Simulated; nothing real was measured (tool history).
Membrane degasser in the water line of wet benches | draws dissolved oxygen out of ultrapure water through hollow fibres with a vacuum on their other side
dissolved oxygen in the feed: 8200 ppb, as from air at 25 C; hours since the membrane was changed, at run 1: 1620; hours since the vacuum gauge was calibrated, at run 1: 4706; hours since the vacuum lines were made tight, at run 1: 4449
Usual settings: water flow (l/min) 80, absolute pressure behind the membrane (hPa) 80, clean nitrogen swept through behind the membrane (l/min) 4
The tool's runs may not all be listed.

run	day	water flow (l/min)	absolute pressure behind the membrane (hPa)	clean nitrogen swept through behind the membrane (l/min)	hours since the membrane was changed	hours since the vacuum gauge was calibrated	hours since the vacuum lines were made tight	dissolved oxygen in the water behind the degasser (ppb)	pressure that the water loses in the fibres (hPa)
1	0	80	80	4	1620	4706	4449	274	368.4
2	2.067	80	145.9	4	1670	4755	4498	543.5	368.5
3	5.733	80	145.9	4	1758	4843	4586	558.4	367.5
4	8.658	80	145.9	4	1828	4913	4656	550.9	366.4
5	11.146	80	145.9	4	1888	4973	4716	551.2	367.7
6	15.162	80	80	4	1984	5070	4812	280.9	366.5
# day 18.4: vacuum gauge calibrated
7	18.4	80	80	4	2062	0	4890	281.8	367.1
8	20.404	80	80	4	2110	48	4938	280.4	366.1
9	22.679	80	170.6	4	2164	103	4992	641.8	366.4
10	24.492	80	80	4	2208	146	5036	284.2	371.1
# day 28.042: vacuum gauge calibrated, once more
11	28.379	80	80	4	2301	8	5129	268.5	367.8
12	30.55	80	80	4	2353	60	5181	273.1	367.6
13	34.008	80	80	4	2436	143	5264	268.9	369.6
14	37.079	80	80	4	2509	217	5337	273.7	365.9
15	40.596	58	80	2.52	2594	301	5422	267.5	266.8
16	43.35	127	80	4.8	2660	367	5488	400	582.6
17	45.133	100	80	6	2703	410	5531	274	458.9
18	48.508	100	80	6	2784	491	5612	279.1	460.1
19	50.558	80	70.5	3.19	2833	540	5661	270.8	366.8
20	53.458	80	50.7	4	2902	610	5731	148.1	371.2
21	55.208	80	50.7	4	2944	652	5773	149.3	368.5
22	57.592	60	97.2	8.52	3002	709	5830	147	273.8
23	59.262	121	80	4	3042	749	5870	424.5	557.4
24	62.508	121	80	4	3120	827	5948	431.4	554.8
25	66.35	59	80	4	3212	919	6040	194.4	270.1
26	69.533	59	80	4	3288	996	6116	195.7	269.3
27	73.479	121	80	2.04	3383	1091	6211	625.4	560.1
28	75.912	88	60.7	5.61	3441	1149	6269	181.4	405.6

Measured less the same run without the tool's hidden state. The same run-to-run variation is in both; the gauge's scatter may not be:
The hidden state here: membrane still open, %; true pressure behind the membrane over the reading, kPa; air that leaks in behind the membrane, l/min; drift of the gauge itself on oxygen_ppb, %; drift of the gauge itself on loss_of_pressure_kpa, %.
run	dissolved oxygen in the water behind the degasser (ppb)	pressure that the water loses in the fibres (hPa)
1	+5.8	+1.8
2	+6	+1.9
3	+6.4	+2
4	+6.4	+2.1
5	+6.5	+2.1
6	+6.5	+2.2
7	+8.8	+2.3
8	+8.8	+2.4
9	+8.8	+2.4
10	+9.1	+2.5
11	+0.6	+2.6
12	+0.7	+2.6
13	+0.8	+2.7
14	+0.9	+2.9
15	+0	+2.1
16	+2.7	+4.8
17	+2.4	+3.8
18	+2.6	+4
19	+1	+3.2
20	+1.4	+3.3
21	+1.4	+3.4
22	+1.7	+2.5
23	+3	+5.2
24	+3.3	+5.3
25	+1.3	+2.7
26	+1.4	+2.8
27	+2	+5.8
28	+3.1	+4.3
